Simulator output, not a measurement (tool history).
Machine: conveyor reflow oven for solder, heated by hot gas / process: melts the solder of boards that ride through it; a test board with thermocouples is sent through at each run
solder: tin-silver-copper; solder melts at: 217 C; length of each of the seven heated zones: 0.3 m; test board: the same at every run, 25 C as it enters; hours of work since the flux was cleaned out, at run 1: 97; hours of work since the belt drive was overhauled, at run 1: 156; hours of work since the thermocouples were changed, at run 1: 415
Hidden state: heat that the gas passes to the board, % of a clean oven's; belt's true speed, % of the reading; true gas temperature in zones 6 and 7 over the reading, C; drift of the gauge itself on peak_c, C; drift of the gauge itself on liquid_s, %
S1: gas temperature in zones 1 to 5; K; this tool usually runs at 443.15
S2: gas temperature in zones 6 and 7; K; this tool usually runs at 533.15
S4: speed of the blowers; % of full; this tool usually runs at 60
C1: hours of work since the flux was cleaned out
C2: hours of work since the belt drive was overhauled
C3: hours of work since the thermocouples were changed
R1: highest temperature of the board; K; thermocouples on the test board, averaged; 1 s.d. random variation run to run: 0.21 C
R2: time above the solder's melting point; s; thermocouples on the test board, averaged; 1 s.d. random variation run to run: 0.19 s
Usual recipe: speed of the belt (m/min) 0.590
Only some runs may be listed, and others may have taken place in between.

{"run": 1, "hour": 0.0, "S1": 443.15, "S2": 533.15, "speed of the belt (m/min)": 0.59, "S4": 60, "C1": 97, "C2": 156, "C3": 415, "R1": 514.65, "R2": 36.5}
{"run": 2, "hour": 10.1, "S1": 443.15, "S2": 533.15, "speed of the belt (m/min)": 0.59, "S4": 60, "C1": 103, "C2": 162, "C3": 421, "R1": 514.45, "R2": 36.5}
{"run": 3, "hour": 15.8, "S1": 443.15, "S2": 533.15, "speed of the belt (m/min)": 0.59, "S4": 60, "C1": 107, "C2": 166, "C3": 424, "R1": 514.35, "R2": 36.2}
{"run": 4, "hour": 27.6, "S1": 443.15, "S2": 533.15, "speed of the belt (m/min)": 0.59, "S4": 60, "C1": 114, "C2": 173, "C3": 431, "R1": 514.25, "R2": 36.4}
{"run": 5, "hour": 38.4, "S1": 443.15, "S2": 533.15, "speed of the belt (m/min)": 0.59, "S4": 60, "C1": 120, "C2": 179, "C3": 438, "R1": 514.45, "R2": 36.1}
{"run": 6, "hour": 44.6, "S1": 443.15, "S2": 533.15, "speed of the belt (m/min)": 0.592, "S4": 60, "C1": 124, "C2": 183, "C3": 441, "R1": 514.05, "R2": 35.8}
{"run": 7, "hour": 51.7, "S1": 443.15, "S2": 533.15, "speed of the belt (m/min)": 0.592, "S4": 60, "C1": 128, "C2": 187, "C3": 446, "R1": 513.65, "R2": 35.9}
{"run": 8, "hour": 64.3, "S1": 443.15, "S2": 533.15, "speed of the belt (m/min)": 0.66, "S4": 60, "C1": 136, "C2": 195, "C3": 453, "R1": 509.95, "R2": 27.8}
{"run": 9, "hour": 71.7, "S1": 443.15, "S2": 533.15, "speed of the belt (m/min)": 0.66, "S4": 60, "C1": 140, "C2": 199, "C3": 458, "R1": 509.85, "R2": 27.9}
{"run": 10, "hour": 79.3, "S1": 432.15, "S2": 533.15, "speed of the belt (m/min)": 0.66, "S4": 60, "C1": 145, "C2": 204, "C3": 462, "R1": 507.05, "R2": 23.0}
{"hour": 84.5, "done": "belt drive overhauled, speed set with a stopwatch"}
{"run": 11, "hour": 95.9, "S1": 443.15, "S2": 533.15, "speed of the belt (m/min)": 0.697, "S4": 60, "C1": 152, "C2": 7, "C3": 470, "R1": 507.35, "R2": 23.8}
{"run": 12, "hour": 102.3, "S1": 443.15, "S2": 533.15, "speed of the belt (m/min)": 0.697, "S4": 60, "C1": 156, "C2": 11, "C3": 474, "R1": 507.45, "R2": 23.8}
{"run": 13, "hour": 109.6, "S1": 443.15, "S2": 533.15, "speed of the belt (m/min)": 0.697, "S4": 60, "C1": 161, "C2": 15, "C3": 478, "R1": 507.15, "R2": 23.7}
{"run": 14, "hour": 119.2, "S1": 443.15, "S2": 533.15, "speed of the belt (m/min)": 0.59, "S4": 62, "C1": 166, "C2": 21, "C3": 484, "R1": 513.55, "R2": 36.2}
{"run": 15, "hour": 130.2, "S1": 453.15, "S2": 543.15, "speed of the belt (m/min)": 0.709, "S4": 66, "C1": 173, "C2": 27, "C3": 490, "R1": 518.45, "R2": 34.2}
{"run": 16, "hour": 141.1, "S1": 448.15, "S2": 533.15, "speed of the belt (m/min)": 0.59, "S4": 60, "C1": 180, "C2": 34, "C3": 497, "R1": 514.45, "R2": 37.9}
{"hour": 151.4, "done": "belt drive overhauled, speed set with a stopwatch, once more"}
{"run": 17, "hour": 157.7, "S1": 455.15, "S2": 533.15, "speed of the belt (m/min)": 0.533, "S4": 60, "C1": 187, "C2": 4, "C3": 505, "R1": 519.15, "R2": 49.2}
{"run": 18, "hour": 165.3, "S1": 455.15, "S2": 533.15, "speed of the belt (m/min)": 0.663, "S4": 60, "C1": 192, "C2": 8, "C3": 509, "R1": 512.25, "R2": 32.7}
{"run": 19, "hour": 177.6, "S1": 436.15, "S2": 538.15, "speed of the belt (m/min)": 0.491, "S4": 63, "C1": 199, "C2": 16, "C3": 516, "R1": 523.05, "R2": 50.4}
{"run": 20, "hour": 190.6, "S1": 430.15, "S2": 533.15, "speed of the belt (m/min)": 0.59, "S4": 89, "C1": 207, "C2": 24, "C3": 524, "R1": 515.05, "R2": 34.2}
{"run": 21, "hour": 196.3, "S1": 443.15, "S2": 533.15, "speed of the belt (m/min)": 0.522, "S4": 60, "C1": 210, "C2": 27, "C3": 528, "R1": 517.05, "R2": 44.7}
{"run": 22, "hour": 207.7, "S1": 443.15, "S2": 524.15, "speed of the belt (m/min)": 0.522, "S4": 87, "C1": 217, "C2": 34, "C3": 535, "R1": 511.55, "R2": 41.4}
{"run": 23, "hour": 217.0, "S1": 451.15, "S2": 533.15, "speed of the belt (m/min)": 0.533, "S4": 60, "C1": 223, "C2": 39, "C3": 540, "R1": 517.95, "R2": 46.6}

3 options for the next run, each taken on its own from the tool as it stands now. Forecast them:
{"run": "A", "hour": 222.9, "S1": 451.15, "S2": 533.15, "speed of the belt (m/min)": 0.533, "S4": 57, "C1": 226, "C2": 43, "C3": 544, "R1": "?", "R2": "?"}
{"run": "B", "hour": 222.9, "S1": 451.15, "S2": 533.15, "speed of the belt (m/min)": 0.533, "S4": 66, "C1": 226, "C2": 43, "C3": 544, "R1": "?", "R2": "?"}
{"run": "C", "hour": 222.9, "S1": 443.15, "S2": 533.15, "speed of the belt (m/min)": 0.491, "S4": 53, "C1": 226, "C2": 43, "C3": 544, "R1": "?", "R2": "?"}

run=A R1=517.15 R2=46.2
run=B R1=518.55 R2=47.7
run=C R1=517.55 R2=48.3
What these runs would have given with no unlogged condition in the tool:
run=A R1=519.75 R2=48.8
run=B R1=521.25 R2=50.1
run=C R1=520.15 R2=50.9
